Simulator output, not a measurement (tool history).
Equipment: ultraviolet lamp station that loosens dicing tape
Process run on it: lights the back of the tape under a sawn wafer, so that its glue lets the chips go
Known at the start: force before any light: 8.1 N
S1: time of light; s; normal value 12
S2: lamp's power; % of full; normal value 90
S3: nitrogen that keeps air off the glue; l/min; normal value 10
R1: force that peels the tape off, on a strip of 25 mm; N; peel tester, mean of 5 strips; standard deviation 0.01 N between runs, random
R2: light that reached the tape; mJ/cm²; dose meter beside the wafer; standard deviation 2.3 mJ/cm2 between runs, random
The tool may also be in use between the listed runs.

run	day	S1	S2	S3	R1	R2
1	0	12	90	10	0.65	213
2	2.6	12	68	10	1.16	158
3	5.475	12	90	5	1.065	197
4	7.967	12	90	5	1.092	197
5	10.042	12	90	10	0.755	194
6	13.375	12	90	10	0.781	194
7	15.212	12	90	10	0.79	191
8	19.246	12	90	10	0.842	185
9	22.138	22	90	10	0.218	329
10	26.183	12	72	10	1.377	136
11	30.367	12	72	10	1.526	136
12	32.808	12	90	14	0.856	166
13	35.692	12	90	10	1.063	169
14	39.404	12	70	10	1.735	123
15	42.025	12	90	10	1.183	154
16	43.921	12	90	10	1.274	153
17	46.529	12	90	13	1.118	152
18	50.038	12	90	13	1.167	142
19	52.221	12	90	13	1.203	141
20	55.904	12	90	13	1.293	140
21	60.088	12	90	13	1.327	134
22	64.079	12	90	10	1.548	129
23	67.762	12	90	4	1.906	150
24	71.108	12	90	4	2.033	144
25	73.162	12	65	16	1.867	103
26	77.179	12	90	7	1.699	140
27	80.729	12	93	10	1.395	136
28	83.712	11	77	5	2.708	106
29	87.925	6	97	10	3.243	71
30	91.704	19	90	8	0.866	190
31	94.308	14	62	18	2.002	99
32	97.758	14	62	18	0.637	179
33	100.812	14	65	6	1.116	184
34	104.729	14	65	6	1.103	184
35	108.133	14	65	6	1.175	176
36	111.979	12	86	16	0.482	215
37	115.179	10	85	5	1.385	174
38	119.033	16	91	4	0.546	295
39	123.304	14	79	3	1.247	219
40	126.596	15	90	10	0.385	260
41	129.646	7	62	16	2.499	81
42	131.846	11	62	16	1.389	126

Not shown here: 4 entries made in the log between runs. Locate each between two listed runs and compare the hidden state at the listed run before it with the hidden state at the listed run after it:
In the gap between runs 14 and 15: window cleaned of glue's vapour (day 41.283)
  lamp's light, % of a new lamp's: 72.4 -> 71.5; light that the window lets through, % of a clean one's: 92 -> 89.3
  difference, measured minus the result without the unlogged condition, R1: +0.903 -> +0.726 N; R2: -62 -> -88 mJ/cm²
In the gap between runs 22 and 23: window cleaned of glue's vapour, once more (day 65.3)
  lamp's light, % of a new lamp's: 63.6 -> 62.3; light that the window lets through, % of a clean one's: 85.2 -> 99
  difference, measured minus the result without the unlogged condition, R1: +1.091 -> +1.08 N; R2: -110 -> -92 mJ/cm²
In the gap between runs 31 and 32: lamp changed (day 94.721)
  lamp's light, % of a new lamp's: 52.7 -> 98.9; light that the window lets through, % of a clean one's: 94.1 -> 93.5
  difference, measured minus the result without the unlogged condition, R1: +1.452 -> +0.103 N; R2: -97 -> -15 mJ/cm²
In the gap between runs 35 and 36: window cleaned of glue's vapour (day 110.075)
  lamp's light, % of a new lamp's: 95.3 -> 93.9; light that the window lets through, % of a clean one's: 91.6 -> 99.6
  difference, measured minus the result without the unlogged condition, R1: +0.269 -> +0.071 N; R2: -26 -> -15 mJ/cm²

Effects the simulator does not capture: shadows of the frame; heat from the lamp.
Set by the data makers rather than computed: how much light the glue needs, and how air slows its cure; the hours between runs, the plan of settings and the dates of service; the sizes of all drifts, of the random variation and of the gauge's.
